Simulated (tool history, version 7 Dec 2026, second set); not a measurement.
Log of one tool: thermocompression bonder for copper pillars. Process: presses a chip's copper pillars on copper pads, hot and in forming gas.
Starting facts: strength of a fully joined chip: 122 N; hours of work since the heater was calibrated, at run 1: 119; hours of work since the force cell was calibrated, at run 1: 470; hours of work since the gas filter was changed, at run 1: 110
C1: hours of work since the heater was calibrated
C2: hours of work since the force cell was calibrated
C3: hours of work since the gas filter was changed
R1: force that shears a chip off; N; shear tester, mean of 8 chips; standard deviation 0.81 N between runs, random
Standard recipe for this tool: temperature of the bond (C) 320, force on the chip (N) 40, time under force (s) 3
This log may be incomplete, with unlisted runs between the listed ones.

Run 1, hour 0.0: usual settings; C1 119; C2 470; C3 110. Result: R1 59.8 N.
Run 2, hour 6.4: usual settings; C1 122; C2 473; C3 114. Result: R1 60.3 N.
Run 3, hour 18.5: usual settings; C1 128; C2 479; C3 120. Result: R1 59.8 N.
Run 4, hour 31.3: usual settings; C1 135; C2 486; C3 127. Result: R1 61.6 N.
Run 5, hour 42.0: usual settings but time under force (s) 2; C1 140; C2 492; C3 132. Result: R1 52.1 N.
Run 6, hour 49.8: usual settings but time under force (s) 2; C1 145; C2 496; C3 136. Result: R1 52.3 N.
Run 7, hour 57.0: usual settings but time under force (s) 2; C1 148; C2 499; C3 140. Result: R1 52.0 N.
Run 8, hour 69.4: usual settings but time under force (s) 2; C1 155; C2 506; C3 146. Result: R1 52.0 N.
Run 9, hour 82.6: usual settings; C1 162; C2 513; C3 153. Result: R1 60.2 N.
Run 10, hour 93.0: usual settings; C1 167; C2 518; C3 158. Result: R1 58.3 N.
Run 11, hour 99.6: usual settings; C1 170; C2 521; C3 162. Result: R1 58.1 N.
At hour 102.4: heater calibrated with a thermocouple chip.
Run 12, hour 113.2: usual settings; C1 6; C2 527; C3 168. Result: R1 59.0 N.
Run 13, hour 123.4: usual settings; C1 11; C2 533; C3 173. Result: R1 59.6 N.
At hour 136.7: heater calibrated with a thermocouple chip, once more.
Run 14, hour 139.0: usual settings; C1 1; C2 540; C3 180. Result: R1 58.8 N.
Run 15, hour 145.3: usual settings; C1 4; C2 543; C3 183. Result: R1 59.0 N.
Run 16, hour 157.1: usual settings but force on the chip (N) 51; C1 11; C2 549; C3 190. Result: R1 69.6 N.
Run 17, hour 168.9: usual settings but time under force (s) 5; C1 17; C2 555; C3 196. Result: R1 68.9 N.
Run 18, hour 178.2: usual settings but time under force (s) 5; C1 21; C2 560; C3 200. Result: R1 68.9 N.
Run 19, hour 185.0: usual settings but temperature of the bond (C) 325, time under force (s) 9; C1 25; C2 563; C3 204. Result: R1 85.0 N.
Run 20, hour 194.2: usual settings but temperature of the bond (C) 325, force on the chip (N) 34, time under force (s) 9; C1 30; C2 568; C3 209. Result: R1 77.0 N.
Run 21, hour 199.9: usual settings but temperature of the bond (C) 323, force on the chip (N) 42, time under force (s) 5; C1 33; C2 571; C3 212. Result: R1 73.6 N.
Run 22, hour 210.0: usual settings but temperature of the bond (C) 323, force on the chip (N) 46, time under force (s) 5; C1 38; C2 576; C3 217. Result: R1 75.5 N.
Run 23, hour 220.7: usual settings but temperature of the bond (C) 322, force on the chip (N) 29, time under force (s) 5; C1 43; C2 582; C3 222. Result: R1 58.3 N.
Run 24, hour 228.3: usual settings but temperature of the bond (C) 296, force on the chip (N) 32, time under force (s) 2; C1 47; C2 586; C3 226. Result: R1 33.0 N.
Run 25, hour 235.4: usual settings but temperature of the bond (C) 296, force on the chip (N) 32, time under force (s) 2; C1 51; C2 590; C3 230. Result: R1 32.8 N.
Run 26, hour 241.5: usual settings but temperature of the bond (C) 308, time under force (s) 9; C1 54; C2 593; C3 233. Result: R1 75.4 N.
Run 27, hour 251.2: usual settings but temperature of the bond (C) 308, time under force (s) 9; C1 59; C2 598; C3 238. Result: R1 73.4 N.
Run 28, hour 264.8: usual settings but temperature of the bond (C) 308, time under force (s) 9; C1 66; C2 605; C3 245. Result: R1 74.3 N.
Run 29, hour 273.7: usual settings but temperature of the bond (C) 336, force on the chip (N) 41; C1 71; C2 609; C3 250. Result: R1 65.4 N.
Run 30, hour 287.3: usual settings but temperature of the bond (C) 303, force on the chip (N) 43; C1 78; C2 616; C3 257. Result: R1 51.1 N.
Run 31, hour 300.3: usual settings but temperature of the bond (C) 312, force on the chip (N) 53, time under force (s) 6; C1 85; C2 623; C3 264. Result: R1 78.6 N.
Run 32, hour 314.0: usual settings but temperature of the bond (C) 312, force on the chip (N) 32, time under force (s) 4; C1 92; C2 630; C3 271. Result: R1 50.7 N.
Run 33, hour 327.2: usual settings but temperature of the bond (C) 312, force on the chip (N) 33; C1 99; C2 637; C3 277. Result: R1 46.3 N.

What if the next run were any one of these 3? Each begins from the tool's condition after run 33:
Run A, hour 334.9: usual settings but temperature of the bond (C) 312, force on the chip (N) 38; C1 103; C2 641; C3 281. Result: R1 ?.
Run B, hour 334.9: usual settings but temperature of the bond (C) 322, force on the chip (N) 42; C1 103; C2 641; C3 281. Result: R1 ?.
Run C, hour 334.9: usual settings but temperature of the bond (C) 312, force on the chip (N) 57, time under force (s) 2; C1 103; C2 641; C3 281. Result: R1 ?.

run    R1
  A  51.1
  B  59.2
  C  57.4
Stripped of hidden state, with their random variation kept, the same runs would have yielded:
run    R1
  A  56.7
  B  65.5
  C  63.6

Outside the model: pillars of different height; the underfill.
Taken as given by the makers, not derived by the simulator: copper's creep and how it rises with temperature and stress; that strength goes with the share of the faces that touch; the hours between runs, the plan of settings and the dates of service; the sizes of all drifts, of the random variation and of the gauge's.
